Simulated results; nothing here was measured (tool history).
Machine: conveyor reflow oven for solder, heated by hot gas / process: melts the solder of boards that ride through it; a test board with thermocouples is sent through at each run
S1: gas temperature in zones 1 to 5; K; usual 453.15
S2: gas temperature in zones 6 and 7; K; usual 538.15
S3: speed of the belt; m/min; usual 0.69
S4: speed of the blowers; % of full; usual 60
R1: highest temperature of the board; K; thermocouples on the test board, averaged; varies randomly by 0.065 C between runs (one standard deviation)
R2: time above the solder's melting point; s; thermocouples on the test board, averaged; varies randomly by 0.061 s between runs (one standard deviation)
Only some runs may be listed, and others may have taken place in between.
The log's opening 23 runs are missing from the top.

Run 24, hour 669: usual settings but S1 450.15 K, S3 0.72 m/min, S4 77 % of full. Result: R1 527.3 K, R2 53.28 s.
Run 25, hour 704.4: usual settings but S1 439.15 K, S3 0.72 m/min, S4 58 % of full. Result: R1 520.32 K, R2 44.17 s.
Run 26, hour 726.3: usual settings but S2 552.15 K, S3 0.584 m/min. Result: R1 542.05 K, R2 75.7 s.
Run 27, hour 745.8: usual settings but S1 462.15 K. Result: R1 526.44 K, R2 59.04 s.
Run 28, hour 782: usual settings but S1 456.15 K. Result: R1 525.42 K, R2 56.05 s.
Run 29, hour 809.6: usual settings but S1 456.15 K, S2 546.15 K, S3 0.711 m/min, S4 55 % of full. Result: R1 529.76 K, R2 56.47 s.
Run 30, hour 839.9: usual settings but S1 439.15 K. Result: R1 522.41 K, R2 48.16 s.
Run 31, hour 859.9: usual settings but S4 74 % of full. Result: R1 528.06 K, R2 57.33 s.

Branching from run 31: 4 alternative next runs. What would each branch give?
Run A, hour 885: usual settings but S1 455.15 K, S4 74 % of full. Result: R1 ?, R2 ?.
Run B, hour 885: usual settings but S1 447.15 K, S2 537.15 K. Result: R1 ?, R2 ?.
Run C, hour 885: usual settings but S1 441.15 K, S2 536.15 K, S4 79 % of full. Result: R1 ?, R2 ?.
Run D, hour 885: usual settings but S2 551.15 K, S3 0.597 m/min, S4 83 % of full. Result: R1 ?, R2 ?.

run      R1     R2
  A  528.31  58.19
  B  522.89   51.1
  C  525.67  52.23
  D  545.01  75.41
Had the tool no hidden state, the same runs would have come out as:
run      R1     R2
  A  527.48  57.03
  B  522.02  49.88
  C  524.92  51.22
  D   544.1  74.05

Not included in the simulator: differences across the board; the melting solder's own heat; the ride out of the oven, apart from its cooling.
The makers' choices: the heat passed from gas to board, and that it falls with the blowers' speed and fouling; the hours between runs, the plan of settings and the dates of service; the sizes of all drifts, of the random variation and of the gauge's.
